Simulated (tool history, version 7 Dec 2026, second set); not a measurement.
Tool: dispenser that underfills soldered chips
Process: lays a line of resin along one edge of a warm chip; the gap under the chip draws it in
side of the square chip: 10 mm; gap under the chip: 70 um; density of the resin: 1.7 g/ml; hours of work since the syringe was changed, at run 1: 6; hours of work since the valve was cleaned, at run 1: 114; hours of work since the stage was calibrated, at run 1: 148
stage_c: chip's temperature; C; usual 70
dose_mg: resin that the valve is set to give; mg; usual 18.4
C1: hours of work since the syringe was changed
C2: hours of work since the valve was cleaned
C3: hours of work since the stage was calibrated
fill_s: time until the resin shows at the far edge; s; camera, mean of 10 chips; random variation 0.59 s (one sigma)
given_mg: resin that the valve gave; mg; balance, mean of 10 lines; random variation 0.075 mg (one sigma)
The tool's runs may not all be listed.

run 1 hour=0.0 | stage_c=70 dose_mg=18.4 | C1=6 C2=114 C3=148 | fill_s=84.0 given_mg=17.70
-- hour=7.1 new syringe of resin
run 2 hour=12.1 | stage_c=70 dose_mg=18.4 | C1=4 C2=123 C3=157 | fill_s=74.9 given_mg=17.59
-- hour=21.7 new syringe of resin
-- hour=25.4 dispensing valve cleaned and set on the balance
run 3 hour=25.4 | stage_c=70 dose_mg=18.4 | C1=2 C2=0 C3=167 | fill_s=63.6 given_mg=18.33
-- hour=36.7 new syringe of resin
run 4 hour=36.7 | stage_c=70 dose_mg=18.4 | C1=0 C2=9 C3=176 | fill_s=54.2 given_mg=18.25
run 5 hour=45.7 | stage_c=70 dose_mg=18.4 | C1=7 C2=16 C3=183 | fill_s=97.3 given_mg=18.03
-- hour=50.8 new syringe of resin
run 6 hour=55.8 | stage_c=70 dose_mg=18.4 | C1=4 C2=24 C3=191 | fill_s=76.3 given_mg=18.17
-- hour=65.2 new syringe of resin
run 7 hour=68.8 | stage_c=70 dose_mg=18.4 | C1=3 C2=34 C3=201 | fill_s=68.2 given_mg=18.29
run 8 hour=77.8 | stage_c=70 dose_mg=18.4 | C1=10 C2=41 C3=208 | fill_s=122.4 given_mg=18.06
-- hour=79.1 new syringe of resin
run 9 hour=87.0 | stage_c=70 dose_mg=16.0 | C1=6 C2=48 C3=215 | fill_s=92.9 given_mg=15.69
-- hour=92.8 new syringe of resin
run 10 hour=100.3 | stage_c=70 dose_mg=16.0 | C1=6 C2=59 C3=226 | fill_s=91.8 given_mg=15.49
-- hour=107.2 new syringe of resin
run 11 hour=110.6 | stage_c=70 dose_mg=16.0 | C1=3 C2=67 C3=234 | fill_s=71.1 given_mg=15.49
-- hour=121.5 new syringe of resin
run 12 hour=126.3 | stage_c=70 dose_mg=16.0 | C1=4 C2=79 C3=246 | fill_s=75.7 given_mg=15.35
-- hour=136.2 new syringe of resin
run 13 hour=142.6 | stage_c=70 dose_mg=18.4 | C1=5 C2=92 C3=259 | fill_s=84.9 given_mg=17.68
-- hour=150.4 new syringe of resin
run 14 hour=159.1 | stage_c=70 dose_mg=18.4 | C1=7 C2=105 C3=272 | fill_s=96.5 given_mg=17.66
-- hour=164.7 new syringe of resin
run 15 hour=166.3 | stage_c=70 dose_mg=18.4 | C1=1 C2=110 C3=277 | fill_s=61.0 given_mg=17.66
-- hour=179.0 new syringe of resin
run 16 hour=183.5 | stage_c=70 dose_mg=18.4 | C1=4 C2=124 C3=291 | fill_s=72.4 given_mg=17.44
-- hour=193.9 new syringe of resin
-- hour=197.3 dispensing valve cleaned and set on the balance
run 17 hour=200.6 | stage_c=70 dose_mg=18.4 | C1=5 C2=3 C3=303 | fill_s=80.0 given_mg=18.40
-- hour=209.1 new syringe of resin
run 18 hour=209.1 | stage_c=70 dose_mg=18.4 | C1=0 C2=9 C3=310 | fill_s=55.8 given_mg=18.35
-- hour=223.6 new syringe of resin
run 19 hour=224.5 | stage_c=62 dose_mg=22.5 | C1=1 C2=21 C3=322 | fill_s=76.9 given_mg=22.26
-- hour=237.7 new syringe of resin
run 20 hour=238.3 | stage_c=56 dose_mg=22.5 | C1=1 C2=32 C3=333 | fill_s=92.4 given_mg=22.15

Forecast run 21:
run 21 hour=246.4 | stage_c=56 dose_mg=22.5 | C1=7 C2=39 C3=339 | fill_s=? given_mg=?

Run 21 gave fill_s 155.3 s, given_mg 22.13 mg.
Without the tool's hidden state the same run would have given fill_s 80.9 s, given_mg 22.46 mg.
